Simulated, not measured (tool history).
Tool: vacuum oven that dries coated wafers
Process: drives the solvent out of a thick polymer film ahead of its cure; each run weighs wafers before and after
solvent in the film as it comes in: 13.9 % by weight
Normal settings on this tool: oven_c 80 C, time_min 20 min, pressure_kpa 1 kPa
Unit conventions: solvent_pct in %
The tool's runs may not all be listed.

run	hour	oven_c	time_min	pressure_kpa	solvent_pct
1	0	80	20	1	1.03
2	24.1	80	20	1	1.02
3	38.4	69	20	1	3.01
4	57.8	69	20	1	3.08
5	76.9	80	20	1	1.01
6	97.7	80	17	1	1.28
7	116.1	80	17	1	1.35
8	141.8	83	20	1	0.78
9	167.9	80	20	1	1.05
10	191.7	80	20	1	1.06
11	212.1	80	25	1	0.83
12	227.1	80	25	1	0.81
13	246.6	80	25	1	0.85
14	267.8	80	25	1	0.79
15	281	80	25	1	0.78
# hour 284.8: oven's thermocouples calibrated
16	298.5	80	25	1	0.83
17	321.9	80	31	1	0.77
18	348	80	22	1	0.98
19	373.3	80	19	1	1.17
20	385.3	80	19	1	1.22
21	403.3	80	15	1	1.68
22	414.5	80	15	1	1.68
23	433.7	79	17	1	1.61
# hour 437.2: oven's thermocouples calibrated, once more
24	456.6	87	11	0.7	1.05
25	475.7	78	20	1	1.21
26	491.7	78	20	1	1.18
27	513.5	78	20	1	1.19
28	537.3	74	16	0.59	2.16
29	559.3	90	16	1.6	0.73
30	577.8	82	20	1.53	1.11
31	590.1	82	29	1.53	0.89
32	614.9	82	29	1.53	0.86
33	637.7	80	31	1	0.67
34	654.4	94	13	1	0.47
35	676.5	94	13	1.67	0.65
36	699	94	13	1.67	0.67
37	721.4	94	13	1.67	0.64
38	740.2	77	33	0.96	0.78
39	752.4	80	20	2.22	1.68
40	767.5	86	11	0.73	1.12

Each run again, without the hidden state but with its own random variation kept:
Hidden conditions of the tool in this case: true wafer temperature over the reading, C; true pressure over the reading, kPa; drift of the gauge itself on solvent_pct, %.
run	solvent_pct
1	0.92
2	0.9
3	2.74
4	2.8
5	0.89
6	1.13
7	1.2
8	0.69
9	0.92
10	0.93
11	0.74
12	0.71
13	0.76
14	0.69
15	0.68
16	0.7
17	0.68
18	0.82
19	0.97
20	1.02
21	1.4
22	1.4
23	1.35
24	1
25	1.15
26	1.12
27	1.13
28	2.07
29	0.69
30	1.05
31	0.84
32	0.81
33	0.61
34	0.43
35	0.62
36	0.63
37	0.6
38	0.71
39	1.59
40	1.04
